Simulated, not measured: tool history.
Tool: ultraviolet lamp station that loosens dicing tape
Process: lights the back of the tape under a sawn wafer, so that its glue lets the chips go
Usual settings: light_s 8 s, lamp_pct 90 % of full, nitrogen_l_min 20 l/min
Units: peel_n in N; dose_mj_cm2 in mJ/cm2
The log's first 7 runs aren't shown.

run	hour	light_s	lamp_pct	nitrogen_l_min	hours of work of the lamp	hours of work since the window was cleaned	peel_n	dose_mj_cm2
8	68.1	5	90	20	374	335	0.663	220
9	81.2	8	64	20	383	344	0.518	250
10	95.5	8	64	20	392	353	0.510	246
11	105.8	8	64	20	399	360	0.492	243
12	112.5	8	90	20	403	364	0.270	348
13	122.0	8	90	20	409	370	0.278	342
# hour 135.3: window cleaned of glue's vapour
14	137.4	8	90	20	419	1	0.321	316
15	147.7	8	90	20	426	8	0.322	307
16	159.8	8	90	20	434	16	0.328	309
17	169.0	8	90	20	440	22	0.329	306
18	176.2	8	90	20	444	27	0.322	309
# hour 179.7: window cleaned of glue's vapour, once more
19	191.7	9	90	20	454	8	0.207	441
20	200.8	8	90	20	460	14	0.228	389
21	210.0	8	90	13	466	20	0.290	387
22	223.9	8	62	20	475	29	0.447	263
23	232.5	8	74	13	481	34	0.426	313
24	243.5	8	74	13	488	42	0.422	317
25	250.8	8	81	35	493	46	0.230	345
26	264.4	8	74	23	501	55	0.310	313
27	276.9	5	80	20	510	63	0.697	205
28	291.0	14	68	20	519	72	0.191	495
29	302.0	11	72	7	526	80	0.386	416
30	308.3	13	83	20	530	84	0.194	553
31	320.5	13	83	20	538	92	0.183	556

Run 32 comes next. What will it give?
32	332.3	13	83	20	546	99	?	?

Run 32 gave peel_n 0.185 N, dose_mj_cm2 552 mJ/cm2.
Without the tool's hidden state the same run would have given peel_n 0.179 N, dose_mj_cm2 658 mJ/cm2.
